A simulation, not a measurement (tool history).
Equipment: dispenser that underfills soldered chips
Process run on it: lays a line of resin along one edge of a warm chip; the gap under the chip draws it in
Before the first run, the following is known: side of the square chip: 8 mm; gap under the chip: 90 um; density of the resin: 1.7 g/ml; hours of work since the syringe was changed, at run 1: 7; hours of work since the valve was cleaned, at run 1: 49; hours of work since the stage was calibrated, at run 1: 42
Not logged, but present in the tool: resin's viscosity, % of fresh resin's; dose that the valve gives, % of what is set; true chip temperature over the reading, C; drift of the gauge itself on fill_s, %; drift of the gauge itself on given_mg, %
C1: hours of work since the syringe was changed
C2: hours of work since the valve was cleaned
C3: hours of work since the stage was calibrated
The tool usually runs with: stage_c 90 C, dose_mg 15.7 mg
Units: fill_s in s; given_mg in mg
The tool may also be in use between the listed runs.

Run 1, hour 0: usual settings; C1 7; C2 49; C3 42. Result: fill_s 52.5 s, given_mg 15.09 mg.
At hour 7: new syringe of resin.
Run 2, hour 11.9: usual settings; C1 3; C2 57; C3 50. Result: fill_s 40.1 s, given_mg 14.98 mg.
Run 3, hour 19.5: usual settings; C1 9; C2 62; C3 55. Result: fill_s 61 s, given_mg 14.78 mg.
At hour 23.6: new syringe of resin.
Run 4, hour 28.7: usual settings; C1 3; C2 68; C3 61. Result: fill_s 40.4 s, given_mg 14.58 mg.
Run 5, hour 39.4: usual settings; C1 11; C2 75; C3 68. Result: fill_s 70.5 s, given_mg 14.49 mg.
At hour 40.6: new syringe of resin.
Run 6, hour 52: usual settings; C1 8; C2 84; C3 77. Result: fill_s 56.3 s, given_mg 14.44 mg.
At hour 57: new syringe of resin.
At hour 60.9: dispensing valve cleaned and set on the balance.
Run 7, hour 64.9: usual settings; C1 5; C2 3; C3 84. Result: fill_s 43.8 s, given_mg 15.71 mg.
Run 8, hour 71.3: usual settings but dose_mg 14.4 mg; C1 9; C2 7; C3 89. Result: fill_s 62.6 s, given_mg 14.24 mg.
At hour 75.5: new syringe of resin.
Run 9, hour 83: usual settings but stage_c 80 C, dose_mg 19.5 mg; C1 5; C2 15; C3 97. Result: fill_s 66.1 s, given_mg 19.21 mg.
At hour 92.7: new syringe of resin.
Run 10, hour 95.1: usual settings but stage_c 80 C, dose_mg 19.5 mg; C1 2; C2 23; C3 105. Result: fill_s 48.8 s, given_mg 19.16 mg.
At hour 109.2: new syringe of resin.
Run 11, hour 109.2: usual settings but stage_c 82 C, dose_mg 13.9 mg; C1 0; C2 32; C3 114. Result: fill_s 41.5 s, given_mg 13.36 mg.
Run 12, hour 118.5: usual settings but stage_c 96 C, dose_mg 13.4 mg; C1 6; C2 38; C3 120. Result: fill_s 41.4 s, given_mg 12.82 mg.
At hour 126: new syringe of resin.
Run 13, hour 126.9: usual settings but stage_c 98 C, dose_mg 18.6 mg; C1 1; C2 44; C3 126. Result: fill_s 22.2 s, given_mg 17.87 mg.
Run 14, hour 134.2: usual settings but stage_c 98 C, dose_mg 18.6 mg; C1 6; C2 49; C3 131. Result: fill_s 33.1 s, given_mg 17.72 mg.
At hour 142.5: new syringe of resin.
Run 15, hour 143.5: usual settings but stage_c 87 C, dose_mg 13.8 mg; C1 1; C2 55; C3 137. Result: fill_s 35.4 s, given_mg 13.01 mg.
Run 16, hour 155.6: usual settings but dose_mg 14.8 mg; C1 9; C2 63; C3 145. Result: fill_s 61.2 s, given_mg 13.76 mg.

Consider 4 possible next runs. They are alternatives, not a sequence: every one starts from the tool as it was left by run 16. What does each give?
At hour 159.5: new syringe of resin.
Run A, hour 164.4: usual settings but dose_mg 18.8 mg; C1 3; C2 69; C3 151. Result: fill_s ?, given_mg ?.
At hour 159.5: new syringe of resin.
Run B, hour 164.4: usual settings but stage_c 82 C, dose_mg 16.8 mg; C1 3; C2 69; C3 151. Result: fill_s ?, given_mg ?.
At hour 159.5: new syringe of resin.
Run C, hour 164.4: usual settings but stage_c 85 C; C1 3; C2 69; C3 151. Result: fill_s ?, given_mg ?.
At hour 159.5: new syringe of resin.
Run D, hour 164.4: usual settings but stage_c 82 C, dose_mg 15.3 mg; C1 3; C2 69; C3 151. Result: fill_s ?, given_mg ?.

run  fill_s  given_mg
  A    38.2     17.63
  B    51.7     15.68
  C    47.5      14.6
  D    52.6     14.21
With no hidden state in the tool, these same runs would have given:
run  fill_s  given_mg
  A    30.5      18.9
  B    41.1     16.82
  C    37.6     15.66
  D    41.5     15.24
